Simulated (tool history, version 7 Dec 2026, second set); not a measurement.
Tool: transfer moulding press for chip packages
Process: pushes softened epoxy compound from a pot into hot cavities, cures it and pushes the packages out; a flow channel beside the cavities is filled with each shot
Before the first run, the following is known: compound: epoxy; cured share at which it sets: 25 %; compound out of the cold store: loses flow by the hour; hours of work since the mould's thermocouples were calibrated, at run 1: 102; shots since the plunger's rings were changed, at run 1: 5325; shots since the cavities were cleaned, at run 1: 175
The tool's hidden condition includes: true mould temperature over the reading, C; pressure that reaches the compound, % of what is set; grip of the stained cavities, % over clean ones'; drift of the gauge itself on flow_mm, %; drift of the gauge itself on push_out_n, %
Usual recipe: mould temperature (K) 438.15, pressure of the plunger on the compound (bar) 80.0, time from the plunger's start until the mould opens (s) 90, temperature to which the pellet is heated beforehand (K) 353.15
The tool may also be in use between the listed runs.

run	hour	mould temperature (K)	pressure of the plunger on the compound (bar)	time from the plunger's start until the mould opens (s)	temperature to which the pellet is heated beforehand (K)	hours of work since the mould's thermocouples were calibrated	shots since the plunger's rings were changed	shots since the cavities were cleaned	incoming compound's hours out of the cold store	length that the compound runs in the flow channel (mm)	greatest force on the pins that push the packages out (N)
1	0.0	438.15	80.0	90	353.15	102	5325	175	35.5	555	230
2	10.7	438.15	80.0	90	353.15	108	5448	298	33.3	553	248
3	26.8	438.15	80.0	90	353.15	117	5633	483	10.8	603	231
4	39.0	438.15	80.0	90	353.15	123	5773	623	15.9	592	241
5	52.9	438.15	80.0	90	363.15	131	5932	782	31.2	558	231
# hour 59.4: cavities cleaned with cleaning compound and waxed
6	65.5	438.15	80.0	90	363.15	137	6058	70	17.1	591	240
# hour 72.2: plunger's sealing rings changed
7	79.3	438.15	95.3	90	343.15	143	82	201	31.8	608	237
8	98.6	445.15	80.0	90	354.15	153	303	422	15.6	580	204
9	108.1	445.15	80.0	90	354.15	158	412	531	45.6	519	191
10	123.6	437.15	85.1	90	349.15	167	589	708	10.5	625	265
# hour 136.8: cavities cleaned with cleaning compound and waxed
11	137.6	437.15	88.8	89	345.15	174	733	9	14.4	628	266
12	157.1	437.15	88.8	89	345.15	184	956	232	30.6	593	258

4 ways to go on from here, each from the tool as it stands after run 12. What would each give?
A	169.3	431.15	66.6	70	345.15	191	1096	372	12.1	?	?
B	169.3	440.15	80.0	90	353.15	191	1096	372	42.9	?	?
C	169.3	437.15	88.8	74	345.15	191	1096	372	24.3	?	?
D	169.3	438.15	80.0	106	353.15	191	1096	372	45.5	?	?

run	length that the compound runs in the flow channel (mm)	greatest force on the pins that push the packages out (N)
A	563	668
B	531	212
C	606	375
D	531	206
Without the tool's hidden state the same runs would have given:
run	length that the compound runs in the flow channel (mm)	greatest force on the pins that push the packages out (N)
A	564	662
B	531	210
C	606	371
D	531	204
